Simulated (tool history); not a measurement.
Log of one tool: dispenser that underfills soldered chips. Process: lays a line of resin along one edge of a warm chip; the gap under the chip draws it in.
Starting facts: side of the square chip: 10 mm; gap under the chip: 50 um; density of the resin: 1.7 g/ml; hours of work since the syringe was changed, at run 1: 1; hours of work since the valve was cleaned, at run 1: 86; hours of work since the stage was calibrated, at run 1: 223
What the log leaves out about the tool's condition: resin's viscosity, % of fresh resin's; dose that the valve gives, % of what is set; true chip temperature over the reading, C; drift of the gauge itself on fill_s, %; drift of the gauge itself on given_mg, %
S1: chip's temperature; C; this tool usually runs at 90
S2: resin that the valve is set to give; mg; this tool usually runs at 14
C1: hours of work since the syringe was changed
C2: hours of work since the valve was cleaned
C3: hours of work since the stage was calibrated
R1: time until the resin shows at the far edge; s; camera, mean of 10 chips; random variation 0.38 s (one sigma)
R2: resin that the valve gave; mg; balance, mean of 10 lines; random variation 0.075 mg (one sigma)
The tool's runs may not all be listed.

| run | day | S1 | S2 | C1 | C2 | C3 | R1 | R2 |
|---|---|---|---|---|---|---|---|---|
| 1 | 0 | 90 | 14 | 1 | 86 | 223 | 23.4 | 12.95 |
| 2 | 0.3 | 90 | 14 | 6 | 90 | 228 | 26.9 | 12.91 |
|  | 0.329 | new syringe of resin |
| 3 | 0.638 | 102 | 14 | 5 | 96 | 233 | 18.8 | 12.94 |
|  | 0.708 | new syringe of resin |
| 4 | 0.838 | 77 | 14 | 2 | 99 | 236 | 36.3 | 12.86 |
|  | 1.083 | new syringe of resin |
| 5 | 1.196 | 90 | 14 | 2 | 105 | 242 | 23.9 | 12.86 |
|  | 1.475 | new syringe of resin |
| 6 | 1.538 | 90 | 14 | 1 | 110 | 247 | 23.6 | 12.66 |
| 7 | 1.717 | 90 | 14 | 4 | 113 | 250 | 25.7 | 12.68 |
|  | 1.867 | new syringe of resin |
| 8 | 2.054 | 90 | 14 | 3 | 118 | 256 | 25.4 | 12.62 |
|  | 2.246 | new syringe of resin |
| 9 | 2.292 | 90 | 15.4 | 1 | 122 | 259 | 22.3 | 13.79 |
| 10 | 2.529 | 90 | 15.4 | 5 | 126 | 263 | 25.5 | 13.83 |
|  | 2.638 | new syringe of resin |
| 11 | 2.8 | 90 | 15.4 | 3 | 130 | 267 | 25.2 | 13.61 |
| 12 | 2.971 | 90 | 15.4 | 6 | 133 | 270 | 27.8 | 13.72 |
|  | 3.021 | new syringe of resin |
| 13 | 3.258 | 90 | 15.4 | 4 | 137 | 275 | 25 | 13.66 |
|  | 3.408 | new syringe of resin |
|  | 3.45 | dispensing valve cleaned and set on the balance |
| 14 | 3.525 | 77 | 14 | 1 | 1 | 278 | 35.9 | 14.03 |
| 15 | 3.796 | 77 | 13.8 | 6 | 6 | 283 | 42.4 | 13.76 |
|  | 3.838 | new syringe of resin |
| 16 | 4.038 | 82 | 14.9 | 3 | 9 | 286 | 32.1 | 14.74 |
|  | 4.225 | new syringe of resin |
| 17 | 4.225 | 82 | 14.9 | 0 | 12 | 289 | 29.2 | 14.65 |

The next listed run, before its measurement:
| 18 | 4.383 | 101 | 16.7 | 3 | 15 | 292 | ? | ? |

R1: 17.3 s
R2: 16.42 mg
If the tool had no hidden condition, the same run with the same run-to-run variation would have returned R1 17 s, R2 16.66 mg.

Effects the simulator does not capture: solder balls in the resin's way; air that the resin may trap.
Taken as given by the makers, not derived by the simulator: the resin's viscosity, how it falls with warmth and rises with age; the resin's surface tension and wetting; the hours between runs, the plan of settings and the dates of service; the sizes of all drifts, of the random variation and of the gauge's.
